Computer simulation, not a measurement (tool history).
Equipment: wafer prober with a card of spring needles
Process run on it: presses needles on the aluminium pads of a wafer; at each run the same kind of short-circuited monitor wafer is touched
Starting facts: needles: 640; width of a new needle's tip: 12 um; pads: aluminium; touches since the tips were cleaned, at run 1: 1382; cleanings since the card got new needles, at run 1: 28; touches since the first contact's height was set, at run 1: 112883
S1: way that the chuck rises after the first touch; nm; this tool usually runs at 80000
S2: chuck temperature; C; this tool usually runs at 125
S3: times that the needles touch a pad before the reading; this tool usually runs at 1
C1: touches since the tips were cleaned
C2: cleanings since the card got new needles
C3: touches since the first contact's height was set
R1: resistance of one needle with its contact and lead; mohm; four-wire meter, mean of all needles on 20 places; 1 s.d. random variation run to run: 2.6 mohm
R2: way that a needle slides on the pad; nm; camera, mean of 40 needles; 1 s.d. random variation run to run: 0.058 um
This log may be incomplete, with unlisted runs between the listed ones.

{"run": 1, "hour": 0.0, "S1": 80000, "S2": 125, "S3": 1, "C1": 1382, "C2": 28, "C3": 112883, "R1": 344, "R2": 21200}
{"hour": 5.4, "done": "tips cleaned on abrasive film"}
{"run": 2, "hour": 5.4, "S1": 80000, "S2": 125, "S3": 2, "C1": 0, "C2": 29, "C3": 114889, "R1": 298, "R2": 21200}
{"run": 3, "hour": 10.3, "S1": 80000, "S2": 125, "S3": 1, "C1": 1882, "C2": 29, "C3": 116771, "R1": 352, "R2": 21260}
{"hour": 14.7, "done": "tips cleaned on abrasive film"}
{"run": 4, "hour": 16.0, "S1": 80000, "S2": 125, "S3": 1, "C1": 478, "C2": 30, "C3": 118889, "R1": 316, "R2": 21170}
{"run": 5, "hour": 20.0, "S1": 80000, "S2": 125, "S3": 1, "C1": 2004, "C2": 30, "C3": 120415, "R1": 350, "R2": 21150}
{"hour": 23.7, "done": "tips cleaned on abrasive film"}
{"run": 6, "hour": 26.4, "S1": 80000, "S2": 125, "S3": 1, "C1": 1032, "C2": 31, "C3": 122845, "R1": 336, "R2": 21140}
{"run": 7, "hour": 31.6, "S1": 87000, "S2": 125, "S3": 1, "C1": 2996, "C2": 31, "C3": 124809, "R1": 351, "R2": 23100}
{"hour": 33.0, "done": "tips cleaned on abrasive film"}
{"run": 8, "hour": 36.9, "S1": 80000, "S2": 109, "S3": 1, "C1": 1491, "C2": 32, "C3": 126808, "R1": 336, "R2": 21210}
{"hour": 42.0, "done": "tips cleaned on abrasive film"}
{"run": 9, "hour": 46.0, "S1": 92000, "S2": 125, "S3": 1, "C1": 1517, "C2": 33, "C3": 130235, "R1": 329, "R2": 24350}
{"hour": 51.1, "done": "tips cleaned on abrasive film"}
{"run": 10, "hour": 54.1, "S1": 80000, "S2": 125, "S3": 1, "C1": 1133, "C2": 34, "C3": 133258, "R1": 330, "R2": 21030}
{"run": 11, "hour": 58.4, "S1": 80000, "S2": 125, "S3": 1, "C1": 2770, "C2": 34, "C3": 134895, "R1": 362, "R2": 20990}
{"hour": 60.6, "done": "tips cleaned on abrasive film"}
{"run": 12, "hour": 62.7, "S1": 80000, "S2": 125, "S3": 1, "C1": 791, "C2": 35, "C3": 136506, "R1": 325, "R2": 21000}
{"run": 13, "hour": 67.9, "S1": 80000, "S2": 125, "S3": 1, "C1": 2764, "C2": 35, "C3": 138479, "R1": 366, "R2": 20980}
{"hour": 70.0, "done": "tips cleaned on abrasive film"}
{"run": 14, "hour": 75.1, "S1": 80000, "S2": 125, "S3": 1, "C1": 1951, "C2": 36, "C3": 141202, "R1": 350, "R2": 21040}
{"hour": 79.3, "done": "tips cleaned on abrasive film"}
{"run": 15, "hour": 79.6, "S1": 80000, "S2": 125, "S3": 1, "C1": 140, "C2": 37, "C3": 142893, "R1": 309, "R2": 21000}
{"run": 16, "hour": 83.4, "S1": 80000, "S2": 49, "S3": 1, "C1": 1592, "C2": 37, "C3": 144345, "R1": 329, "R2": 21040}
{"hour": 88.5, "done": "tips cleaned on abrasive film"}
{"run": 17, "hour": 90.6, "S1": 80000, "S2": 49, "S3": 1, "C1": 795, "C2": 38, "C3": 147040, "R1": 310, "R2": 20960}
{"run": 18, "hour": 96.7, "S1": 65000, "S2": 125, "S3": 1, "C1": 3098, "C2": 38, "C3": 149343, "R1": 405, "R2": 16850}
{"hour": 97.6, "done": "tips cleaned on abrasive film"}
{"run": 19, "hour": 103.2, "S1": 97000, "S2": 95, "S3": 1, "C1": 2137, "C2": 39, "C3": 151793, "R1": 327, "R2": 25650}
{"hour": 106.7, "done": "tips cleaned on abrasive film"}
{"run": 20, "hour": 107.6, "S1": 66000, "S2": 125, "S3": 1, "C1": 356, "C2": 40, "C3": 153436, "R1": 328, "R2": 17050}
{"hour": 108.6, "done": "height of the first contact set anew"}
{"run": 21, "hour": 114.3, "S1": 67000, "S2": 68, "S3": 2, "C1": 2796, "C2": 40, "C3": 2177, "R1": 350, "R2": 16790}
{"hour": 116.1, "done": "tips cleaned on abrasive film"}
{"run": 22, "hour": 120.8, "S1": 79000, "S2": 47, "S3": 1, "C1": 1790, "C2": 41, "C3": 4614, "R1": 336, "R2": 20070}
{"hour": 125.3, "done": "tips cleaned on abrasive film"}
{"run": 23, "hour": 127.2, "S1": 96000, "S2": 44, "S3": 2, "C1": 719, "C2": 42, "C3": 7024, "R1": 285, "R2": 24750}
{"run": 24, "hour": 131.2, "S1": 86000, "S2": 80, "S3": 2, "C1": 2228, "C2": 42, "C3": 8533, "R1": 317, "R2": 22010}
{"hour": 132.4, "done": "height of the first contact set anew, once more"}
{"hour": 134.6, "done": "tips cleaned on abrasive film"}
{"run": 25, "hour": 139.7, "S1": 75000, "S2": 46, "S3": 2, "C1": 1921, "C2": 43, "C3": 2759, "R1": 309, "R2": 20510}
{"hour": 144.1, "done": "tips cleaned on abrasive film"}
{"run": 26, "hour": 144.8, "S1": 80000, "S2": 64, "S3": 2, "C1": 265, "C2": 44, "C3": 4652, "R1": 286, "R2": 21770}
{"run": 27, "hour": 150.2, "S1": 80000, "S2": 64, "S3": 2, "C1": 2332, "C2": 44, "C3": 6719, "R1": 317, "R2": 21990}
{"hour": 153.5, "done": "tips cleaned on abrasive film"}
{"run": 28, "hour": 155.8, "S1": 80000, "S2": 125, "S3": 2, "C1": 878, "C2": 45, "C3": 8820, "R1": 317, "R2": 21720}
{"hour": 162.5, "done": "tips cleaned on abrasive film"}
{"run": 29, "hour": 164.4, "S1": 95000, "S2": 56, "S3": 2, "C1": 719, "C2": 46, "C3": 12046, "R1": 286, "R2": 25820}
{"run": 30, "hour": 168.5, "S1": 64000, "S2": 35, "S3": 1, "C1": 2288, "C2": 46, "C3": 13615, "R1": 373, "R2": 17430}
{"hour": 171.7, "done": "tips cleaned on abrasive film"}
{"run": 31, "hour": 172.8, "S1": 64000, "S2": 35, "S3": 1, "C1": 423, "C2": 47, "C3": 15217, "R1": 303, "R2": 17420}
{"hour": 181.1, "done": "tips cleaned on abrasive film"}
{"run": 32, "hour": 181.6, "S1": 64000, "S2": 35, "S3": 1, "C1": 219, "C2": 48, "C3": 18558, "R1": 292, "R2": 17420}
{"run": 33, "hour": 189.4, "S1": 67000, "S2": 96, "S3": 2, "C1": 3171, "C2": 48, "C3": 21510, "R1": 361, "R2": 18200}
{"hour": 190.1, "done": "tips cleaned on abrasive film"}
{"run": 34, "hour": 194.1, "S1": 67000, "S2": 104, "S3": 2, "C1": 1522, "C2": 49, "C3": 23264, "R1": 333, "R2": 18070}

Hidden state or all else? Some run-to-run changes of R1, split into what the settings, what came in and random variation would give without the hidden state, and what is left for the hidden state (with any gauge scatter that isn't in both results):
Hidden state present: debris on the tips, nm; way that the needles fall short of the set height, um; tips' diameter, um; drift of the gauge itself on contact_mohm, %; drift of the gauge itself on scrub_um, %.
Run 17 -> 18: S1 80000 -> 65000, S2 49 -> 125. R1 +95 mohm: hidden state +72, all else +23.
Run 18 -> 19: S1 65000 -> 97000, S2 125 -> 95, tips cleaned on abrasive film. R1 -78 mohm: hidden state -65, all else -13.
Run 29 -> 30: S1 95000 -> 64000, S2 56 -> 35, S3 2 -> 1. R1 +87 mohm: hidden state +87, all else +0.
Run 30 -> 31: tips cleaned on abrasive film. R1 -70 mohm: hidden state -70, all else +0.
